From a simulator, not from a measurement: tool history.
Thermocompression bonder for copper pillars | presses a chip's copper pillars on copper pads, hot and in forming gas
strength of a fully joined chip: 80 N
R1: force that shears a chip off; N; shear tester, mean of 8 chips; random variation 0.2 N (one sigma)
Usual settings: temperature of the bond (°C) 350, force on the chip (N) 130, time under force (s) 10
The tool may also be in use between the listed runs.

{"run": 1, "hour": 0.0, "temperature of the bond (°C)": 350, "force on the chip (N)": 130, "time under force (s)": 10, "R1": 31.2}
{"run": 2, "hour": 5.8, "temperature of the bond (°C)": 350, "force on the chip (N)": 98, "time under force (s)": 10, "R1": 23.8}
{"run": 3, "hour": 15.7, "temperature of the bond (°C)": 376, "force on the chip (N)": 130, "time under force (s)": 10, "R1": 40.2}
{"run": 4, "hour": 20.5, "temperature of the bond (°C)": 376, "force on the chip (N)": 130, "time under force (s)": 10, "R1": 40.3}
{"run": 5, "hour": 29.4, "temperature of the bond (°C)": 376, "force on the chip (N)": 130, "time under force (s)": 10, "R1": 40.1}
{"run": 6, "hour": 34.5, "temperature of the bond (°C)": 350, "force on the chip (N)": 130, "time under force (s)": 10, "R1": 30.7}
{"run": 7, "hour": 43.8, "temperature of the bond (°C)": 350, "force on the chip (N)": 134, "time under force (s)": 10, "R1": 31.4}
{"hour": 49.6, "done": "heater calibrated with a thermocouple chip"}
{"run": 8, "hour": 55.1, "temperature of the bond (°C)": 350, "force on the chip (N)": 130, "time under force (s)": 10, "R1": 31.7}
{"run": 9, "hour": 61.3, "temperature of the bond (°C)": 350, "force on the chip (N)": 130, "time under force (s)": 10, "R1": 31.9}
{"run": 10, "hour": 70.1, "temperature of the bond (°C)": 350, "force on the chip (N)": 130, "time under force (s)": 10, "R1": 31.6}
{"run": 11, "hour": 80.4, "temperature of the bond (°C)": 350, "force on the chip (N)": 163, "time under force (s)": 10, "R1": 38.4}
{"hour": 89.1, "done": "heater calibrated with a thermocouple chip, once more"}
{"run": 12, "hour": 92.1, "temperature of the bond (°C)": 350, "force on the chip (N)": 163, "time under force (s)": 10, "R1": 34.5}
{"run": 13, "hour": 98.4, "temperature of the bond (°C)": 350, "force on the chip (N)": 163, "time under force (s)": 10, "R1": 34.3}
{"run": 14, "hour": 107.4, "temperature of the bond (°C)": 350, "force on the chip (N)": 130, "time under force (s)": 8, "R1": 25.5}
{"run": 15, "hour": 117.0, "temperature of the bond (°C)": 323, "force on the chip (N)": 130, "time under force (s)": 10, "R1": 20.1}
{"run": 16, "hour": 122.1, "temperature of the bond (°C)": 350, "force on the chip (N)": 130, "time under force (s)": 10, "R1": 27.9}
{"run": 17, "hour": 127.0, "temperature of the bond (°C)": 350, "force on the chip (N)": 130, "time under force (s)": 10, "R1": 27.8}
{"run": 18, "hour": 132.6, "temperature of the bond (°C)": 350, "force on the chip (N)": 130, "time under force (s)": 10, "R1": 28.1}
{"run": 19, "hour": 143.3, "temperature of the bond (°C)": 350, "force on the chip (N)": 130, "time under force (s)": 10, "R1": 27.8}
{"run": 20, "hour": 148.9, "temperature of the bond (°C)": 354, "force on the chip (N)": 130, "time under force (s)": 10, "R1": 28.8}
{"run": 21, "hour": 159.5, "temperature of the bond (°C)": 350, "force on the chip (N)": 130, "time under force (s)": 10, "R1": 27.4}
{"run": 22, "hour": 166.9, "temperature of the bond (°C)": 327, "force on the chip (N)": 130, "time under force (s)": 10, "R1": 20.6}
{"run": 23, "hour": 173.6, "temperature of the bond (°C)": 327, "force on the chip (N)": 130, "time under force (s)": 10, "R1": 20.3}
{"run": 24, "hour": 181.1, "temperature of the bond (°C)": 376, "force on the chip (N)": 87, "time under force (s)": 7, "R1": 21.7}
{"run": 25, "hour": 188.2, "temperature of the bond (°C)": 376, "force on the chip (N)": 87, "time under force (s)": 7, "R1": 21.8}
{"run": 26, "hour": 196.0, "temperature of the bond (°C)": 376, "force on the chip (N)": 87, "time under force (s)": 7, "R1": 21.5}
{"run": 27, "hour": 202.7, "temperature of the bond (°C)": 362, "force on the chip (N)": 182, "time under force (s)": 18, "R1": 48.8}
{"run": 28, "hour": 211.0, "temperature of the bond (°C)": 362, "force on the chip (N)": 182, "time under force (s)": 18, "R1": 48.7}
{"run": 29, "hour": 218.3, "temperature of the bond (°C)": 372, "force on the chip (N)": 182, "time under force (s)": 18, "R1": 51.8}
{"run": 30, "hour": 226.1, "temperature of the bond (°C)": 376, "force on the chip (N)": 87, "time under force (s)": 28, "R1": 36.2}
{"run": 31, "hour": 235.2, "temperature of the bond (°C)": 376, "force on the chip (N)": 120, "time under force (s)": 28, "R1": 45.8}
{"hour": 242.6, "done": "forming gas filter changed"}
{"run": 32, "hour": 245.3, "temperature of the bond (°C)": 350, "force on the chip (N)": 107, "time under force (s)": 9, "R1": 23.8}
{"run": 33, "hour": 251.7, "temperature of the bond (°C)": 350, "force on the chip (N)": 107, "time under force (s)": 9, "R1": 23.6}
{"run": 34, "hour": 260.4, "temperature of the bond (°C)": 350, "force on the chip (N)": 130, "time under force (s)": 21, "R1": 39.1}
{"run": 35, "hour": 269.1, "temperature of the bond (°C)": 350, "force on the chip (N)": 130, "time under force (s)": 21, "R1": 38.9}
{"run": 36, "hour": 279.7, "temperature of the bond (°C)": 357, "force on the chip (N)": 78, "time under force (s)": 24, "R1": 28}
{"run": 37, "hour": 288.6, "temperature of the bond (°C)": 364, "force on the chip (N)": 90, "time under force (s)": 6, "R1": 19.9}
{"run": 38, "hour": 299.3, "temperature of the bond (°C)": 364, "force on the chip (N)": 171, "time under force (s)": 5, "R1": 33.8}
{"run": 39, "hour": 309.5, "temperature of the bond (°C)": 325, "force on the chip (N)": 113, "time under force (s)": 10, "R1": 18.3}

Measured less the same run without the tool's hidden state. The same run-to-run variation is in both; the gauge's scatter may not be:
The hidden state here: true temperature of the bond over the reading, C; force that reaches the chip, % of what is set; oxide that the forming gas leaves, % of the face; drift of the gauge itself on shear_n, %.
run=1 R1=+0.9
run=2 R1=+0.7
run=3 R1=+0.6
run=4 R1=+0.5
run=5 R1=+0.4
run=6 R1=+0.5
run=7 R1=+0.5
run=8 R1=+1.6
run=9 R1=+1.6
run=10 R1=+1.5
run=11 R1=+1.3
run=12 R1=-2.4
run=13 R1=-2.5
run=14 R1=-2
run=15 R1=-1.6
run=16 R1=-2.3
run=17 R1=-2.3
run=18 R1=-2.4
run=19 R1=-2.5
run=20 R1=-2.6
run=21 R1=-2.6
run=22 R1=-2
run=23 R1=-2.1
run=24 R1=-2.2
run=25 R1=-2.3
run=26 R1=-2.3
run=27 R1=-5.3
run=28 R1=-5.4
run=29 R1=-5.9
run=30 R1=-4.3
run=31 R1=-5.6
run=32 R1=-0.3
run=33 R1=-0.3
run=34 R1=-0.5
run=35 R1=-0.6
run=36 R1=-0.6
run=37 R1=-0.5
run=38 R1=-0.9
run=39 R1=-0.5
